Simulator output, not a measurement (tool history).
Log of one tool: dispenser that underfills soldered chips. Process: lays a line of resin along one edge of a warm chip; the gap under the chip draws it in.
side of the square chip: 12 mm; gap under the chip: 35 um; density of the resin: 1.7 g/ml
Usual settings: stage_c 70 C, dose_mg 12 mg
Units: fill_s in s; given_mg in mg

run  hour  stage_c  dose_mg  fill_s  given_mg
  1     0       70       12   274.5      11.3
      3.1  -- new syringe of resin
  2   5.1       67       12   232.4     11.19
  3  10.6       67       12   271.9     11.14
  4  15.4       81       12   200.8     11.18
     17.1  -- new syringe of resin
  5  18.8       81       12     149     11.14
  6  23.9       83       12   163.4     11.15
  7    28       84     13.8   171.9     12.82
     31.1  -- new syringe of resin
  8  34.7       58     13.8   330.9     12.71
  9  41.2       58     15.5   395.5      14.3
     45.1  -- new syringe of resin
       47  -- dispensing valve cleaned and set on the balance
 10  49.4       70     11.7   217.9     11.69
 11  54.6       55     12.5   422.9     12.47
 12  58.1       81     15.5   190.3     15.41

Forecast each of these 4 alternatives for the next run:
     60.1  -- new syringe of resin
  A  64.1       67     11.8       ?         ?
     60.1  -- new syringe of resin
  B  64.1       84     12.2       ?         ?
     60.1  -- new syringe of resin
  C  64.1       83     13.2       ?         ?
     60.1  -- new syringe of resin
  D  64.1       81     11.6       ?         ?

run  fill_s  given_mg
  A   247.3     11.71
  B   139.8     12.04
  C   144.7     13.17
  D   160.9     11.51
Without the tool's hidden state the same runs would have given:
run  fill_s  given_mg
  A   213.2      11.8
  B   120.9     12.14
  C   125.2     13.27
  D   139.1      11.6
